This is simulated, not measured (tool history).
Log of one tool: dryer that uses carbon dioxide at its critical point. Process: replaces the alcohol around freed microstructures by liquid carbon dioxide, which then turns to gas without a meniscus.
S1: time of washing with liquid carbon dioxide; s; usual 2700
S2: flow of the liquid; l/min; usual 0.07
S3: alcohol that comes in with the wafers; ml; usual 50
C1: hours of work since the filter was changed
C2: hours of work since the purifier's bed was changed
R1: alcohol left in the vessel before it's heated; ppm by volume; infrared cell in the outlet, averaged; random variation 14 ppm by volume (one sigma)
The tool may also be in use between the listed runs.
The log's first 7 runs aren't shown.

Run 8, hour 157.3: usual settings but S2 0.0531 l/min, S3 103 ml; C1 255; C2 482. Result: R1 8399 ppm by volume.
Run 9, hour 174.2: usual settings; C1 268; C2 495. Result: R1 1430 ppm by volume.
Run 10, hour 191.7: usual settings; C1 282; C2 509. Result: R1 1447 ppm by volume.
Run 11, hour 230.8: usual settings but S3 74 ml; C1 312; C2 539. Result: R1 2179 ppm by volume.
At hour 236.5: purifier's bed changed.
Run 12, hour 272: usual settings but S3 74 ml; C1 342; C2 28. Result: R1 2310 ppm by volume.
Run 13, hour 303.2: usual settings but S3 74 ml; C1 366; C2 52. Result: R1 2411 ppm by volume.
At hour 316.6: inlet filter changed.
Run 14, hour 325.5: usual settings but S3 74 ml; C1 7; C2 69. Result: R1 1298 ppm by volume.
Run 15, hour 347.8: usual settings but S3 74 ml; C1 24; C2 86. Result: R1 1350 ppm by volume.
Run 16, hour 380.2: usual settings but S3 47 ml; C1 50; C2 111. Result: R1 910 ppm by volume.
Run 17, hour 414.2: usual settings but S2 0.1132 l/min, S3 59 ml; C1 76; C2 138. Result: R1 71 ppm by volume.
Run 18, hour 430.5: usual settings but S2 0.1132 l/min, S3 59 ml; C1 89; C2 151. Result: R1 94 ppm by volume.
Run 19, hour 468.3: usual settings but S1 3960 s; C1 119; C2 180. Result: R1 171 ppm by volume.
Run 20, hour 507.5: usual settings but S1 1920 s, S2 0.086 l/min, S3 21 ml; C1 149; C2 211. Result: R1 816 ppm by volume.
Run 21, hour 528.2: usual settings but S2 0.1053 l/min, S3 86 ml; C1 165; C2 227. Result: R1 213 ppm by volume.
Run 22, hour 548.6: usual settings but S2 0.1053 l/min, S3 86 ml; C1 181; C2 243. Result: R1 223 ppm by volume.
Run 23, hour 571: usual settings but S2 0.0633 l/min, S3 55 ml; C1 199; C2 261. Result: R1 2139 ppm by volume.
Run 24, hour 599.5: usual settings but S1 1620 s, S2 0.0808 l/min, S3 45 ml; C1 221; C2 283. Result: R1 4384 ppm by volume.
Run 25, hour 619.4: usual settings but S1 1620 s, S2 0.0808 l/min, S3 45 ml; C1 237; C2 298. Result: R1 4335 ppm by volume.
Run 26, hour 648.8: usual settings but S2 0.0626 l/min, S3 43 ml; C1 260; C2 321. Result: R1 1894 ppm by volume.
Run 27, hour 686.9: usual settings but S2 0.0781 l/min; C1 289; C2 351. Result: R1 903 ppm by volume.
Run 28, hour 720.2: usual settings but S1 1800 s, S2 0.0561 l/min, S3 70 ml; C1 315; C2 377. Result: R1 15061 ppm by volume.
Run 29, hour 738.8: usual settings but S1 4140 s; C1 330; C2 392. Result: R1 227 ppm by volume.
Run 30, hour 770.4: usual settings but S1 3600 s, S2 0.06 l/min, S3 86 ml; C1 355; C2 416. Result: R1 1680 ppm by volume.

3 ways to go on from here, each from the tool as it stands after run 30. What would each give?
At hour 800.9: inlet filter changed.
Run A, hour 809.5: usual settings but S1 2460 s, S2 0.0931 l/min, S3 32 ml; C1 7; C2 446. Result: R1 ?.
At hour 800.9: inlet filter changed.
Run B, hour 809.5: usual settings but S2 0.1152 l/min, S3 47 ml; C1 7; C2 446. Result: R1 ?.
At hour 800.9: inlet filter changed.
Run C, hour 809.5: usual settings but S1 2040 s, S3 114 ml; C1 7; C2 446. Result: R1 ?.

run    R1
  A   246
  B    97
  C  6566
Without the tool's hidden state the same runs would have given:
run    R1
  A   176
  B    32
  C  6375

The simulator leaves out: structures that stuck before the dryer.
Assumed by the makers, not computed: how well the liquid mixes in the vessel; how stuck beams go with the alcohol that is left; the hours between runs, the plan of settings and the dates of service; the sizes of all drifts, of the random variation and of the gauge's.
